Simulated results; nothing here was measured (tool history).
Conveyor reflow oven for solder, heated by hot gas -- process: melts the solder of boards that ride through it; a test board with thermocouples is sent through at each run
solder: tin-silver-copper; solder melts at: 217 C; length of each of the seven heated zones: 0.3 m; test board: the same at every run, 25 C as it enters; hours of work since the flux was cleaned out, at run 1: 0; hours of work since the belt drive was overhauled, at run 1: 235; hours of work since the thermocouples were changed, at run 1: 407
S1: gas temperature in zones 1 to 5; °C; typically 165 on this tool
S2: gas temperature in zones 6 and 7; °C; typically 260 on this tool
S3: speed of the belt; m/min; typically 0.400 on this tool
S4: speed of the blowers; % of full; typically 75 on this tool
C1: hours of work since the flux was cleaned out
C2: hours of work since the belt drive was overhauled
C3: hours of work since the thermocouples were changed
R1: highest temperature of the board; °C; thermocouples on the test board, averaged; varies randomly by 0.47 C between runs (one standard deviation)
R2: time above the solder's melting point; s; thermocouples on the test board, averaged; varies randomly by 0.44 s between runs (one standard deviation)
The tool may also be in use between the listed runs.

{"run": 1, "hour": 0.0, "S1": 165, "S2": 260, "S3": 0.4, "S4": 75, "C1": 0, "C2": 235, "C3": 407, "R1": 248.7, "R2": 63.5}
{"run": 2, "hour": 33.6, "S1": 165, "S2": 267, "S3": 0.4, "S4": 75, "C1": 22, "C2": 257, "C3": 430, "R1": 255.3, "R2": 68.6}
{"run": 3, "hour": 60.7, "S1": 165, "S2": 267, "S3": 0.4, "S4": 53, "C1": 41, "C2": 275, "C3": 448, "R1": 249.4, "R2": 62.0}
{"run": 4, "hour": 82.4, "S1": 165, "S2": 267, "S3": 0.4, "S4": 53, "C1": 55, "C2": 290, "C3": 463, "R1": 249.5, "R2": 61.3}
{"run": 5, "hour": 130.6, "S1": 165, "S2": 260, "S3": 0.4, "S4": 75, "C1": 87, "C2": 322, "C3": 495, "R1": 249.1, "R2": 63.5}
{"run": 6, "hour": 155.1, "S1": 165, "S2": 260, "S3": 0.4, "S4": 75, "C1": 104, "C2": 338, "C3": 511, "R1": 249.5, "R2": 63.1}
{"run": 7, "hour": 184.2, "S1": 165, "S2": 260, "S3": 0.4, "S4": 75, "C1": 123, "C2": 358, "C3": 531, "R1": 249.1, "R2": 64.0}
{"run": 8, "hour": 237.3, "S1": 165, "S2": 260, "S3": 0.4, "S4": 75, "C1": 159, "C2": 393, "C3": 566, "R1": 248.3, "R2": 62.8}
{"run": 9, "hour": 279.9, "S1": 165, "S2": 260, "S3": 0.4, "S4": 75, "C1": 187, "C2": 422, "C3": 595, "R1": 249.1, "R2": 62.9}
{"run": 10, "hour": 309.6, "S1": 165, "S2": 260, "S3": 0.4, "S4": 75, "C1": 207, "C2": 442, "C3": 614, "R1": 250.1, "R2": 62.9}
{"run": 11, "hour": 347.8, "S1": 165, "S2": 260, "S3": 0.4, "S4": 75, "C1": 232, "C2": 467, "C3": 640, "R1": 249.8, "R2": 63.5}
{"run": 12, "hour": 393.0, "S1": 165, "S2": 260, "S3": 0.4, "S4": 75, "C1": 263, "C2": 497, "C3": 670, "R1": 249.3, "R2": 63.3}
{"hour": 408.7, "done": "flux residue cleaned out of gas plates and filters"}
{"run": 13, "hour": 424.4, "S1": 165, "S2": 260, "S3": 0.419, "S4": 75, "C1": 10, "C2": 515, "C3": 688, "R1": 248.0, "R2": 58.8}
{"run": 14, "hour": 447.7, "S1": 165, "S2": 260, "S3": 0.4, "S4": 75, "C1": 26, "C2": 530, "C3": 703, "R1": 248.4, "R2": 63.2}
{"run": 15, "hour": 470.2, "S1": 165, "S2": 260, "S3": 0.4, "S4": 75, "C1": 41, "C2": 546, "C3": 718, "R1": 249.3, "R2": 63.7}
{"run": 16, "hour": 496.1, "S1": 165, "S2": 257, "S3": 0.387, "S4": 82, "C1": 58, "C2": 563, "C3": 736, "R1": 247.5, "R2": 64.9}
{"run": 17, "hour": 546.4, "S1": 165, "S2": 257, "S3": 0.387, "S4": 82, "C1": 92, "C2": 596, "C3": 769, "R1": 247.8, "R2": 66.4}
{"run": 18, "hour": 586.0, "S1": 167, "S2": 260, "S3": 0.421, "S4": 57, "C1": 119, "C2": 623, "C3": 796, "R1": 243.2, "R2": 53.3}
{"run": 19, "hour": 629.1, "S1": 165, "S2": 260, "S3": 0.391, "S4": 75, "C1": 147, "C2": 652, "C3": 825, "R1": 249.2, "R2": 66.1}

Run 20 comes next. What will it give?
{"run": 20, "hour": 682.4, "S1": 176, "S2": 260, "S3": 0.372, "S4": 75, "C1": 183, "C2": 687, "C3": 860, "R1": "?", "R2": "?"}

Run 20 gave R1 251.2 °C, R2 75.8 s.
On a tool with no hidden condition, and with the same random variation, this run would have come out at R1 251.3 °C, R2 75.9 s.

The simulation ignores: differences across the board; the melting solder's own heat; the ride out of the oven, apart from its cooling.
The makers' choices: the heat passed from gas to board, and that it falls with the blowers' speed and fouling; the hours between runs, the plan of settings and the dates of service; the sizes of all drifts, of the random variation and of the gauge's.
